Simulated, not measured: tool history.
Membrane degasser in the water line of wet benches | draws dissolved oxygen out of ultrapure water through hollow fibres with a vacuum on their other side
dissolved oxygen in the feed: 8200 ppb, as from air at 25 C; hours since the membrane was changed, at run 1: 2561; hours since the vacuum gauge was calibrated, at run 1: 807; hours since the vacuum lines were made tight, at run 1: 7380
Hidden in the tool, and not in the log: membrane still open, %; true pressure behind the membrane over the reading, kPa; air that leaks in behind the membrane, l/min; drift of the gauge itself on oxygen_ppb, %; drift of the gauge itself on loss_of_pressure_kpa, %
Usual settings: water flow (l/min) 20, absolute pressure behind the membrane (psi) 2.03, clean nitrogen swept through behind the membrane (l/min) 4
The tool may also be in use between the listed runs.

run	day	water flow (l/min)	absolute pressure behind the membrane (psi)	clean nitrogen swept through behind the membrane (l/min)	hours since the membrane was changed	hours since the vacuum gauge was calibrated	hours since the vacuum lines were made tight	dissolved oxygen in the water behind the degasser (ppb)	pressure that the water loses in the fibres (psi)
1	0	20	2.03	4	2561	807	7380	138.9	5.092
2	3.925	20	2.03	4	2656	901	7474	139.7	5.034
3	10.596	20	2.03	4	2816	1061	7634	139.4	5.101
4	17.688	20	2.03	4	2986	1231	7804	139.3	5.081
5	22.417	20	2.03	4	3100	1345	7918	138.8	5.081
6	28.767	20	2.03	4	3252	1497	8070	138	5.1
7	34.717	15	2.03	4	3395	1640	8213	100.7	3.828
8	41.754	20	2.97	4	3564	1809	8382	214.5	5.081
9	45.917	20	2.97	4	3663	1909	8482	211	5.147
10	51.738	20	2.97	4	3803	2049	8622	215	5.073
11	58.079	20	3.42	4.37	3955	2201	8774	231	5.105
# day 61.542: seals of the vacuum lines changed
12	64.583	20	3.42	4.37	4109	2355	73	229.2	5.095
13	68.721	20	3.81	4.37	4209	2454	172	259.8	5.085
14	71.867	20	3.81	4.37	4284	2530	248	260.5	5.089
15	79.212	31	2.1	4.85	4461	2706	424	244.5	7.87

5 ways to go on from here, each from the tool as it stands after run 15. What would each give?
A	85.692	18	2.35	8.8	4616	2861	580	?	?
B	85.692	20	2.1	4.85	4616	2861	580	?	?
C	85.692	19	2.03	7.06	4616	2861	580	?	?
D	85.692	20	1.97	4.9	4616	2861	580	?	?
E	85.692	20	2.03	1.65	4616	2861	580	?	?

run	dissolved oxygen in the water behind the degasser (ppb)	pressure that the water loses in the fibres (psi)
A	70.9	4.569
B	121.7	5.042
C	78.2	4.808
D	109.7	5.066
E	305	5.126
Without the tool's hidden state the same runs would have given:
run	dissolved oxygen in the water behind the degasser (ppb)	pressure that the water loses in the fibres (psi)
A	70.8	4.564
B	121.6	5.036
C	78.1	4.804
D	109.6	5.06
E	304.7	5.12
